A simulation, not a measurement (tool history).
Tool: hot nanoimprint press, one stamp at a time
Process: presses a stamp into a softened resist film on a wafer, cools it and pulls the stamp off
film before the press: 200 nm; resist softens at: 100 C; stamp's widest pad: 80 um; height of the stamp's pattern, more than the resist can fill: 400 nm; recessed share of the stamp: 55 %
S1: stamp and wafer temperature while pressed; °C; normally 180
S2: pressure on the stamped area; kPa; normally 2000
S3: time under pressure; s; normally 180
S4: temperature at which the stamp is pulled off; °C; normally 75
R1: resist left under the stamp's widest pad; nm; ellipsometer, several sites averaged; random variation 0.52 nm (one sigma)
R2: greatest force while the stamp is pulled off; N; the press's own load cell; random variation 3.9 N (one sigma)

| run | day | S1 | S2 | S3 | S4 | R1 | R2 |
|---|---|---|---|---|---|---|---|
| 1 | 0.000 | 180 | 2000 | 180 | 75 | 90.1 | 249 |
| 2 | 0.529 | 180 | 2000 | 180 | 75 | 90.6 | 254 |
| 3 | 0.950 | 180 | 2000 | 180 | 75 | 91.2 | 255 |
| 4 | 1.388 | 180 | 2000 | 180 | 74 | 90.2 | 246 |
| 5 | 1.692 | 180 | 2000 | 180 | 74 | 90.1 | 256 |
| 6 | 2.075 | 180 | 2000 | 180 | 74 | 90.1 | 257 |
| 7 | 2.438 | 169 | 2000 | 180 | 75 | 125.0 | 252 |
| 8 | 2.917 | 180 | 2000 | 180 | 75 | 90.2 | 259 |
| 9 | 3.317 | 180 | 2000 | 180 | 75 | 91.9 | 259 |
| 10 | 3.671 | 180 | 2000 | 180 | 76 | 91.4 | 258 |
| 11 | 3.925 | 180 | 2000 | 180 | 76 | 90.8 | 255 |
| 12 | 4.321 | 180 | 2000 | 180 | 75 | 91.7 | 260 |
| 13 | 4.592 | 180 | 2000 | 180 | 75 | 90.8 | 264 |
| 14 | 4.817 | 180 | 2000 | 180 | 75 | 90.9 | 258 |
| 15 | 5.188 | 180 | 2000 | 180 | 64 | 92.5 | 295 |
| 16 | 5.554 | 191 | 2350 | 180 | 75 | 60.9 | 255 |
| 17 | 6.079 | 172 | 2190 | 272 | 75 | 97.1 | 266 |
|  | 6.238 | plate thermocouple calibrated |
| 18 | 6.717 | 172 | 2190 | 272 | 75 | 100.0 | 269 |
| 19 | 7.217 | 168 | 1630 | 180 | 75 | 140.4 | 263 |
| 20 | 7.600 | 192 | 2770 | 219 | 78 | 51.0 | 261 |
|  | 7.767 | plate thermocouple calibrated, once more |
| 21 | 8.142 | 192 | 2770 | 219 | 78 | 47.4 | 257 |
| 22 | 8.592 | 192 | 2770 | 219 | 78 | 48.6 | 244 |
| 23 | 8.833 | 192 | 2770 | 219 | 78 | 48.4 | 258 |
| 24 | 9.058 | 170 | 2770 | 219 | 78 | 94.5 | 259 |
|  | 9.483 | stamp cleaned and given a new release coat |
| 25 | 9.796 | 184 | 2250 | 299 | 78 | 60.0 | 215 |
| 26 | 10.238 | 184 | 2250 | 299 | 69 | 59.3 | 232 |
| 27 | 10.471 | 184 | 2250 | 299 | 69 | 59.9 | 236 |
| 28 | 10.762 | 184 | 1490 | 299 | 69 | 73.4 | 242 |
| 29 | 11.008 | 184 | 1560 | 299 | 69 | 72.3 | 240 |
| 30 | 11.246 | 189 | 2340 | 124 | 73 | 73.1 | 223 |

3 options for the next run, each taken on its own from the tool as it stands now. Forecast them:
| A | 11.608 | 183 | 2340 | 128 | 73 | ? | ? |
| B | 11.608 | 177 | 2340 | 124 | 73 | ? | ? |
| C | 11.608 | 189 | 2450 | 256 | 60 | ? | ? |

| run | R1 | R2 |
|---|---|---|
| A | 84.4 | 230 |
| B | 101.7 | 232 |
| C | 53.5 | 269 |
Take away the tool's hidden state, keep each run's random variation, and the runs would have read:
| run | R1 | R2 |
|---|---|---|
| A | 83.6 | 226 |
| B | 100.7 | 227 |
| C | 52.8 | 264 |
